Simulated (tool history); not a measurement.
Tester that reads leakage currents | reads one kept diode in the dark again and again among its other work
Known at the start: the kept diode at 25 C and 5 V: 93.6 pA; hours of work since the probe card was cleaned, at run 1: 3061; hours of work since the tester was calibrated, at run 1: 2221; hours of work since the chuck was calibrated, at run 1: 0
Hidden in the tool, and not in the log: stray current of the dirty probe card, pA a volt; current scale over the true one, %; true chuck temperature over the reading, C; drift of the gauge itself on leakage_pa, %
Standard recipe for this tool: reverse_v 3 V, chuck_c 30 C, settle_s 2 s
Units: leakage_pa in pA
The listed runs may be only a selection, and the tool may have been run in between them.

| run | hour | reverse_v | chuck_c | settle_s | hours of work since the probe card was cleaned | hours of work since the tester was calibrated | hours of work since the chuck was calibrated | leakage_pa |
|---|---|---|---|---|---|---|---|---|
| 1 | 0 | 3 | 30 | 2 | 3061 | 2221 | 0 | 118.31 |
| 2 | 148 | 3 | 30 | 2 | 3172 | 2331 | 110 | 116.59 |
| 3 | 228.3 | 12.02 | 30 | 2 | 3232 | 2391 | 170 | 181.64 |
| 4 | 372.7 | 3 | 23 | 2 | 3339 | 2499 | 278 | 69.11 |
| 5 | 533.6 | 3 | 23 | 2 | 3460 | 2619 | 398 | 67.37 |
| 6 | 683.1 | 3 | 23 | 2 | 3571 | 2730 | 510 | 65.9 |
| 7 | 811.4 | 3 | 30 | 0.34 | 3667 | 2826 | 605 | 110.01 |
| 8 | 926 | 3 | 30 | 0.34 | 3752 | 2911 | 691 | 108.31 |
| 9 | 1087 | 3 | 25 | 2 | 3872 | 3031 | 811 | 72.41 |
| 10 | 1153.6 | 3 | 25 | 2 | 3922 | 3081 | 861 | 72.01 |
|  | 1193.4 | probe card cleaned and baked |
| 11 | 1263.2 | 3 | 25 | 2 | 52 | 3161 | 940 | 69.39 |
|  | 1305.1 | chuck's temperature calibrated |
| 12 | 1353.6 | 3 | 25 | 2 | 118 | 3227 | 36 | 82.04 |
| 13 | 1478.6 | 3 | 25 | 2 | 211 | 3320 | 129 | 80.48 |
| 14 | 1579.2 | 3 | 36 | 2 | 286 | 3395 | 205 | 173.22 |
| 15 | 1694 | 3 | 30 | 2 | 372 | 3480 | 290 | 111.35 |
| 16 | 1792.7 | 3 | 30 | 2.72 | 446 | 3554 | 364 | 110.25 |
| 17 | 1937.8 | 3 | 30 | 2.72 | 554 | 3662 | 472 | 108.48 |
|  | 1954.5 | tester calibrated |
| 18 | 2084.3 | 3 | 30 | 2.72 | 662 | 97 | 580 | 107.18 |
| 19 | 2249.7 | 3 | 30 | 2.72 | 785 | 220 | 703 | 104.54 |
| 20 | 2319.6 | 9.1 | 33 | 0.71 | 837 | 272 | 755 | 184.8 |
| 21 | 2446.4 | 9.1 | 33 | 0.71 | 932 | 367 | 850 | 181.6 |
| 22 | 2562.8 | 3.33 | 54 | 0.71 | 1019 | 454 | 937 | 511.02 |
|  | 2603.6 | chuck's temperature calibrated |
|  | 2625.2 | tester calibrated, once more |
| 23 | 2650.6 | 8 | 23 | 0.71 | 1081 | 19 | 34 | 98.72 |
| 24 | 2815.4 | 8 | 23 | 0.71 | 1204 | 142 | 157 | 96.4 |
| 25 | 2977.8 | 8 | 26 | 4.97 | 1325 | 263 | 278 | 112.6 |
| 26 | 3129.9 | 1.19 | 26 | 1.91 | 1439 | 377 | 391 | 61.17 |
| 27 | 3267.6 | 1.19 | 24 | 1.46 | 1541 | 479 | 494 | 51.98 |
| 28 | 3368.2 | 4.85 | 27 | 1.46 | 1616 | 554 | 569 | 99.7 |
| 29 | 3475.8 | 11.06 | 56 | 0.72 | 1697 | 635 | 649 | 854.85 |
| 30 | 3553.3 | 1.5 | 30 | 2 | 1755 | 692 | 707 | 82.56 |
| 31 | 3699.6 | 14.11 | 22 | 4.1 | 1864 | 802 | 816 | 93.26 |
| 32 | 3795 | 2.34 | 47 | 0.31 | 1935 | 873 | 887 | 293.66 |
|  | 3901 | chuck's temperature calibrated |
| 33 | 3906.4 | 12.08 | 22 | 0.73 | 2016 | 954 | 4 | 109.36 |

Below, each run's measurement less what the same run would have read without the hidden state. Both values contain the same run-to-run variation, but the gauge's scatter may not be the same in both:
| run | leakage_pa |
|---|---|
| 1 | +3.1 |
| 2 | +0.99 |
| 3 | +3.7 |
| 4 | -0.97 |
| 5 | -2.41 |
| 6 | -3.7 |
| 7 | -8.49 |
| 8 | -10.15 |
| 9 | -8.42 |
| 10 | -9.02 |
| 11 | -11.9 |
| 12 | +0.8 |
| 13 | -0.54 |
| 14 | -3.16 |
| 15 | -3.83 |
| 16 | -5.38 |
| 17 | -7.27 |
| 18 | -8.55 |
| 19 | -10.75 |
| 20 | -19.16 |
| 21 | -22.14 |
| 22 | -65.16 |
| 23 | +0.69 |
| 24 | -1.27 |
| 25 | -4.28 |
| 26 | -4.45 |
| 27 | -4.76 |
| 28 | -9.47 |
| 29 | -86.09 |
| 30 | -10.9 |
| 31 | -10.72 |
| 32 | -44.64 |
| 33 | +5.07 |
